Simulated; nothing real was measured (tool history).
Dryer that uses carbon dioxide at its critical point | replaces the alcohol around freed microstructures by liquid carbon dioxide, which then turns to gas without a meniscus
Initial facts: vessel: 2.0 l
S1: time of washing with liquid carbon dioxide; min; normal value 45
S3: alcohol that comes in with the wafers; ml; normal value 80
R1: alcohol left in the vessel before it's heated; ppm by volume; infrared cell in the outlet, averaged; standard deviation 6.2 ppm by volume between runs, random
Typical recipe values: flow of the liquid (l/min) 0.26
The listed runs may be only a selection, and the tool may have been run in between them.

run 1 hour=0 | S1=45 flow_of_the_liquid_(l/min)=0.26 S3=80 | R1=648
run 2 hour=20.7 | S1=45 flow_of_the_liquid_(l/min)=0.26 S3=80 | R1=655
run 3 hour=65.9 | S1=45 flow_of_the_liquid_(l/min)=0.26 S3=80 | R1=701
-- hour=73.5 inlet filter changed
run 4 hour=98 | S1=45 flow_of_the_liquid_(l/min)=0.254 S3=80 | R1=434
run 5 hour=120 | S1=45 flow_of_the_liquid_(l/min)=0.254 S3=80 | R1=463
run 6 hour=152.1 | S1=45 flow_of_the_liquid_(l/min)=0.26 S3=80 | R1=430
run 7 hour=179.8 | S1=45 flow_of_the_liquid_(l/min)=0.26 S3=80 | R1=456
run 8 hour=228.2 | S1=45 flow_of_the_liquid_(l/min)=0.26 S3=80 | R1=465
run 9 hour=275.2 | S1=45 flow_of_the_liquid_(l/min)=0.26 S3=56 | R1=410
run 10 hour=300 | S1=45 flow_of_the_liquid_(l/min)=0.26 S3=31 | R1=320
run 11 hour=331.9 | S1=45 flow_of_the_liquid_(l/min)=0.26 S3=31 | R1=302
run 12 hour=360.5 | S1=39 flow_of_the_liquid_(l/min)=0.26 S3=80 | R1=832
run 13 hour=380 | S1=45 flow_of_the_liquid_(l/min)=0.176 S3=80 | R1=1794
run 14 hour=426.1 | S1=45 flow_of_the_liquid_(l/min)=0.176 S3=80 | R1=1864
run 15 hour=455.7 | S1=45 flow_of_the_liquid_(l/min)=0.26 S3=66 | R1=515
run 16 hour=484.5 | S1=45 flow_of_the_liquid_(l/min)=0.26 S3=66 | R1=527
run 17 hour=525.2 | S1=45 flow_of_the_liquid_(l/min)=0.26 S3=80 | R1=624
run 18 hour=567.2 | S1=45 flow_of_the_liquid_(l/min)=0.26 S3=80 | R1=625
run 19 hour=594.5 | S1=45 flow_of_the_liquid_(l/min)=0.307 S3=80 | R1=404
run 20 hour=617.2 | S1=45 flow_of_the_liquid_(l/min)=0.26 S3=73 | R1=626
run 21 hour=660.2 | S1=38 flow_of_the_liquid_(l/min)=0.26 S3=34 | R1=610
run 22 hour=690.9 | S1=38 flow_of_the_liquid_(l/min)=0.26 S3=34 | R1=614
run 23 hour=724.4 | S1=45 flow_of_the_liquid_(l/min)=0.32 S3=29 | R1=282
run 24 hour=747.2 | S1=32 flow_of_the_liquid_(l/min)=0.26 S3=34 | R1=988
run 25 hour=781.8 | S1=32 flow_of_the_liquid_(l/min)=0.374 S3=101 | R1=810
run 26 hour=817.1 | S1=32 flow_of_the_liquid_(l/min)=0.374 S3=101 | R1=831
run 27 hour=851.7 | S1=34 flow_of_the_liquid_(l/min)=0.249 S3=62 | R1=1642
-- hour=892.1 inlet filter changed
run 28 hour=893.5 | S1=29 flow_of_the_liquid_(l/min)=0.181 S3=78 | R1=4260
run 29 hour=924.3 | S1=29 flow_of_the_liquid_(l/min)=0.181 S3=78 | R1=4331
run 30 hour=950 | S1=55 flow_of_the_liquid_(l/min)=0.318 S3=65 | R1=277
run 31 hour=997.9 | S1=27 flow_of_the_liquid_(l/min)=0.433 S3=63 | R1=454
run 32 hour=1031.8 | S1=50 flow_of_the_liquid_(l/min)=0.2 S3=55 | R1=671
run 33 hour=1061 | S1=29 flow_of_the_liquid_(l/min)=0.311 S3=80 | R1=1150
run 34 hour=1096.5 | S1=45 flow_of_the_liquid_(l/min)=0.218 S3=80 | R1=926
run 35 hour=1139.6 | S1=65 flow_of_the_liquid_(l/min)=0.26 S3=106 | R1=323
run 36 hour=1170.5 | S1=65 flow_of_the_liquid_(l/min)=0.26 S3=106 | R1=335
run 37 hour=1208.3 | S1=65 flow_of_the_liquid_(l/min)=0.26 S3=106 | R1=329
run 38 hour=1241.1 | S1=65 flow_of_the_liquid_(l/min)=0.26 S3=106 | R1=343
run 39 hour=1262.1 | S1=28 flow_of_the_liquid_(l/min)=0.223 S3=20 | R1=1082
run 40 hour=1307.3 | S1=38 flow_of_the_liquid_(l/min)=0.164 S3=80 | R1=3688

Branching from run 40: 5 alternative next runs. What would each branch give?
run A hour=1350.6 | S1=38 flow_of_the_liquid_(l/min)=0.164 S3=29 | R1=?
run B hour=1350.6 | S1=38 flow_of_the_liquid_(l/min)=0.297 S3=80 | R1=?
run C hour=1350.6 | S1=67 flow_of_the_liquid_(l/min)=0.192 S3=52 | R1=?
run D hour=1350.6 | S1=45 flow_of_the_liquid_(l/min)=0.296 S3=52 | R1=?
run E hour=1350.6 | S1=43 flow_of_the_liquid_(l/min)=0.413 S3=85 | R1=?

run=A R1=1549
run=B R1=754
run=C R1=475
run=D R1=424
run=E R1=331
With no hidden state in the tool, these same runs would have given:
run=A R1=980
run=B R1=288
run=C R1=110
run=D R1=81
run=E R1=23

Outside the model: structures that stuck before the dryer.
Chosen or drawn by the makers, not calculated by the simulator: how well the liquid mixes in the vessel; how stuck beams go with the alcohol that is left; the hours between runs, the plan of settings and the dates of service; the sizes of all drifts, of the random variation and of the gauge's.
